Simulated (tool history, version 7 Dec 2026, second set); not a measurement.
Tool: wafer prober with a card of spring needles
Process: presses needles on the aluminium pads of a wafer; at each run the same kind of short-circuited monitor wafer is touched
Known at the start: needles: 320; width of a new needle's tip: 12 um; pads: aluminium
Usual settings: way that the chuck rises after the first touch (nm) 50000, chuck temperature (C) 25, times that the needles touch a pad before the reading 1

run,day,way that the chuck rises after the first touch (nm),chuck temperature (C),times that the needles touch a pad before the reading,resistance of one needle with its contact and lead (mohm),way that a needle slides on the pad (nm)
1,0.000,50000,25,1,398,12877
# day 0.483: tips cleaned on abrasive film
2,1.442,50000,25,3,320,12878
# day 1.625: tips cleaned on abrasive film
# day 2.646: tips cleaned on abrasive film
# day 3.750: tips cleaned on abrasive film
3,3.758,50000,25,1,273,12812
# day 4.767: tips cleaned on abrasive film
# day 5.800: tips cleaned on abrasive film
4,6.388,50000,25,1,420,12763
# day 6.817: tips cleaned on abrasive film
# day 7.812: tips cleaned on abrasive film
# day 8.829: tips cleaned on abrasive film
5,8.983,50000,25,1,324,12694
# day 9.925: tips cleaned on abrasive film
# day 10.421: height of the first contact set anew
# day 11.062: tips cleaned on abrasive film
6,11.062,50000,25,1,261,12874
# day 12.175: tips cleaned on abrasive film
7,12.317,50000,40,1,305,12867
# day 13.167: tips cleaned on abrasive film
# day 14.175: tips cleaned on abrasive film
8,14.362,50000,25,1,325,12836
# day 15.296: tips cleaned on abrasive film
9,16.229,37000,25,1,644,9455
# day 16.392: tips cleaned on abrasive film
10,17.358,39000,45,2,461,9947
# day 17.500: tips cleaned on abrasive film
# day 18.588: tips cleaned on abrasive film
# day 19.762: tips cleaned on abrasive film
11,19.904,50000,47,1,321,12755
# day 20.742: tips cleaned on abrasive film
# day 21.762: tips cleaned on abrasive film
# day 21.888: height of the first contact set anew
12,22.350,50000,47,1,409,12893
# day 22.779: tips cleaned on abrasive film
# day 24.000: tips cleaned on abrasive film
# day 24.983: tips cleaned on abrasive film
13,24.983,50000,47,1,274,12839
# day 26.058: tips cleaned on abrasive film
14,26.771,47000,65,3,334,12036
# day 27.075: tips cleaned on abrasive film
# day 28.096: tips cleaned on abrasive film
15,28.825,35000,40,1,665,8930
# day 29.258: tips cleaned on abrasive film
# day 30.362: tips cleaned on abrasive film
# day 31.358: tips cleaned on abrasive film
16,31.358,35000,40,1,299,8857
# day 32.404: tips cleaned on abrasive film
17,32.775,61000,119,1,358,15556

Some steps in resistance of one needle with its contact and lead (mohm) between neighbouring runs. How much of each would the tool show without its hidden state too (settings, what came in, random variation), and how much is left for the hidden state, with any gauge scatter that isn't in both results?
The hidden state here: debris on the tips, nm; way that the needles fall short of the set height, um; tips' diameter, um; drift of the gauge itself on contact_mohm, %; drift of the gauge itself on scrub_um, %.
Run 15 -> 16: tips cleaned on abrasive film, tips cleaned on abrasive film, tips cleaned on abrasive film. resistance of one needle with its contact and lead (mohm) -366: hidden state -365, all else -1.
